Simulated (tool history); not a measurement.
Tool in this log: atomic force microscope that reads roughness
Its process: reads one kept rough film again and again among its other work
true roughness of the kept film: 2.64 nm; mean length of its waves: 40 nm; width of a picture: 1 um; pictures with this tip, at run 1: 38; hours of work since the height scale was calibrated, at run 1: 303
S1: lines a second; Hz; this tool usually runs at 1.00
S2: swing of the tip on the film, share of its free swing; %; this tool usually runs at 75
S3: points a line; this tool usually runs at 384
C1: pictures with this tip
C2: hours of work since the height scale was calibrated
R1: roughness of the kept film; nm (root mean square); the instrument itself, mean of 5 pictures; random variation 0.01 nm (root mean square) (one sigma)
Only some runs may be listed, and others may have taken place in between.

Run 1, hour 0.0: usual settings; C1 38; C2 303. Result: R1 2.423 nm (root mean square).
Run 2, hour 22.4: usual settings but S3 670; C1 65; C2 314. Result: R1 2.410 nm (root mean square).
Run 3, hour 53.3: usual settings but S3 670; C1 103; C2 329. Result: R1 2.412 nm (root mean square).
Run 4, hour 73.0: usual settings but S3 670; C1 126; C2 338. Result: R1 2.447 nm (root mean square).
Run 5, hour 120.3: usual settings but S3 670; C1 183; C2 360. Result: R1 2.418 nm (root mean square).
Run 6, hour 157.3: usual settings but S3 670; C1 228; C2 378. Result: R1 2.420 nm (root mean square).
Run 7, hour 186.4: usual settings but S3 670; C1 263; C2 392. Result: R1 2.420 nm (root mean square).
At hour 220.6: new tip fitted.
Run 8, hour 220.6: usual settings; C1 0; C2 408. Result: R1 2.417 nm (root mean square).
Run 9, hour 250.6: usual settings; C1 37; C2 422. Result: R1 2.419 nm (root mean square).
Run 10, hour 299.2: usual settings but S1 0.55 Hz, S2 71 %, S3 982; C1 95; C2 445. Result: R1 2.470 nm (root mean square).
Run 11, hour 341.5: usual settings but S1 0.88 Hz, S2 83 %, S3 258; C1 146; C2 465. Result: R1 2.377 nm (root mean square).
Run 12, hour 378.6: usual settings but S1 1.07 Hz; C1 191; C2 482. Result: R1 2.410 nm (root mean square).
Run 13, hour 404.3: usual settings but S1 2.33 Hz, S3 301; C1 222; C2 495. Result: R1 2.290 nm (root mean square).
Run 14, hour 451.0: usual settings but S1 1.13 Hz, S2 56 %, S3 744; C1 278; C2 517. Result: R1 2.494 nm (root mean square).
At hour 473.8: new tip fitted.
Run 15, hour 495.3: usual settings but S1 1.13 Hz, S2 56 %, S3 744; C1 26; C2 538. Result: R1 2.476 nm (root mean square).
Run 16, hour 530.0: usual settings but S1 1.13 Hz, S2 76 %, S3 744; C1 67; C2 554. Result: R1 2.415 nm (root mean square).
Run 17, hour 570.7: usual settings but S1 3.05 Hz, S2 57 %; C1 117; C2 573. Result: R1 2.429 nm (root mean square).
Run 18, hour 599.1: usual settings but S1 3.05 Hz, S2 57 %; C1 151; C2 587. Result: R1 2.403 nm (root mean square).

What differs in the tool's unlogged condition from the final listed run ahead of each entry between runs to the first listed run following it?
Runs 7 to 8: new tip fitted (hour 220.6)
  radius of the tip, nm: 7.3 -> 7
Runs 14 to 15: new tip fitted (hour 473.8)
  radius of the tip, nm: 7.3 -> 7
